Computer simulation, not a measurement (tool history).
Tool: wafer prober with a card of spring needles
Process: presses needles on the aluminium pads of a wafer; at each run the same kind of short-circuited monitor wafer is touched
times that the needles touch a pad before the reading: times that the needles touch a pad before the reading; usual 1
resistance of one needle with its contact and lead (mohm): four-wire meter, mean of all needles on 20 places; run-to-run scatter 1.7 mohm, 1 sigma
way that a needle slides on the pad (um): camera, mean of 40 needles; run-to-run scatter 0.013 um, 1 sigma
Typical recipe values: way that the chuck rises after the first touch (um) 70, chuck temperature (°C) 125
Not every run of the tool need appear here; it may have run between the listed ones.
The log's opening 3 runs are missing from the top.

run   hour  way that the chuck rises after the first touch (um)  chuck temperature (°C)  times that the needles touch a pad before the reading  resistance of one needle with its contact and lead (mohm)  way that a needle slides on the pad (um)
      70.7  -- tips cleaned on abrasive film
  4   75.3                                                   52                     125                                                      1                                                        227                                      9.21
      95.7  -- tips cleaned on abrasive film
  5  100.7                                                   52                     125                                                      1                                                        229                                      9.17
  6  117.1                                                   71                     125                                                      1                                                        240                                     12.58
     120.2  -- tips cleaned on abrasive film
       145  -- tips cleaned on abrasive film
  7  145.4                                                   71                     125                                                      1                                                        181                                     12.58
  8  166.2                                                   70                     125                                                      1                                                        242                                     12.38
     169.2  -- tips cleaned on abrasive film
     194.3  -- tips cleaned on abrasive film
  9  194.3                                                   70                     125                                                      1                                                        180                                     12.38
 10  217.6                                                   70                     125                                                      1                                                        245                                     12.37
       220  -- tips cleaned on abrasive film
 11    237                                                   77                     125                                                      1                                                        223                                      13.6
     242.4  -- height of the first contact set anew
     246.1  -- tips cleaned on abrasive film
 12  253.1                                                   70                     125                                                      1                                                        216                                     12.26
     271.7  -- tips cleaned on abrasive film
 13    277                                                   70                     125                                                      1                                                        203                                     12.25
       297  -- tips cleaned on abrasive film
 14  303.3                                                   70                     125                                                      1                                                        207                                     12.26
 15  318.6                                                   70                      47                                                      1                                                        240                                     12.24
     321.9  -- tips cleaned on abrasive film
     347.5  -- tips cleaned on abrasive film
 16  348.7                                                   70                      47                                                      1                                                        169                                     12.24
     364.8  -- height of the first contact set anew, once more
     371.6  -- tips cleaned on abrasive film
 17  380.8                                                   70                      47                                                      1                                                        212                                     12.48
     397.2  -- tips cleaned on abrasive film
 18  397.5                                                   75                      74                                                      3                                                        164                                     13.36
     421.9  -- tips cleaned on abrasive film
 19  421.9                                                   75                      74                                                      3                                                        165                                     13.39
       446  -- tips cleaned on abrasive film
 20  451.8                                                   75                      26                                                      1                                                        188                                     13.37

Predict the results of run 21:
     470.4  -- tips cleaned on abrasive film
 21  470.4                                                   86                      29                                                      1                                                          ?                                         ?

For run 21 the tool returned resistance of one needle with its contact and lead (mohm) 159, way that a needle slides on the pad (um) 15.31.
The same run, on a tool lacking any hidden state, would have yielded resistance of one needle with its contact and lead (mohm) 152, way that a needle slides on the pad (um) 15.35.

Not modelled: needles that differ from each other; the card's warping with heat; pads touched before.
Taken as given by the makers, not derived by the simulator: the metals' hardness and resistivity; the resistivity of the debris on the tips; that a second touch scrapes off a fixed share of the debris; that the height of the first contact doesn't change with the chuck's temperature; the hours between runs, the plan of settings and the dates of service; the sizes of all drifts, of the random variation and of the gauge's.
